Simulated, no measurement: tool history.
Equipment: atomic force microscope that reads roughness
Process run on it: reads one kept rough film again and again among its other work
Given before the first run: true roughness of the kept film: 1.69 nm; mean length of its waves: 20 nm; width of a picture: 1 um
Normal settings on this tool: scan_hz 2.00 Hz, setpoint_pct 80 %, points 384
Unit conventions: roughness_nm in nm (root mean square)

run,day,scan_hz,setpoint_pct,points,roughness_nm
1,0.000,2.00,80,384,1.204
2,0.904,2.00,80,384,1.211
3,2.129,2.00,80,384,1.212
4,2.892,1.02,80,384,1.323
5,3.983,2.00,86,384,1.135
6,4.800,2.00,86,384,1.131
7,5.667,2.00,86,384,1.134
8,6.650,2.00,80,384,1.214
9,8.154,2.00,80,384,1.211
10,9.038,2.00,80,384,1.212
11,10.117,2.00,80,384,1.199
12,11.400,0.63,80,384,1.391
13,12.712,0.63,80,384,1.383
14,13.958,0.63,80,384,1.376
15,15.350,3.57,80,483,1.066
16,16.404,2.00,62,374,1.369
17,18.000,2.00,62,374,1.358
18,18.762,2.00,62,374,1.386
19,20.075,0.61,63,374,1.439
20,20.988,2.00,73,754,1.288
21,22.562,2.00,73,754,1.302
22,23.967,2.00,73,754,1.295
23,25.017,2.00,62,384,1.370
24,26.000,0.91,68,384,1.406
25,27.233,1.35,82,384,1.273
26,28.688,1.00,65,435,1.430
27,29.838,1.14,80,739,1.333
28,30.933,2.00,57,563,1.423

Withheld: 3 entries from between the runs. Position of each, and hidden state at the listed run before versus the listed run after:
Between runs 7 and 8: new tip fitted (day 6.267)
  radius of the tip, nm: 7.1 -> 7
Between runs 14 and 15: new tip fitted (day 14.738)
  radius of the tip, nm: 7.2 -> 7
Between runs 21 and 22: new tip fitted (day 23.208)
  radius of the tip, nm: 7.1 -> 7

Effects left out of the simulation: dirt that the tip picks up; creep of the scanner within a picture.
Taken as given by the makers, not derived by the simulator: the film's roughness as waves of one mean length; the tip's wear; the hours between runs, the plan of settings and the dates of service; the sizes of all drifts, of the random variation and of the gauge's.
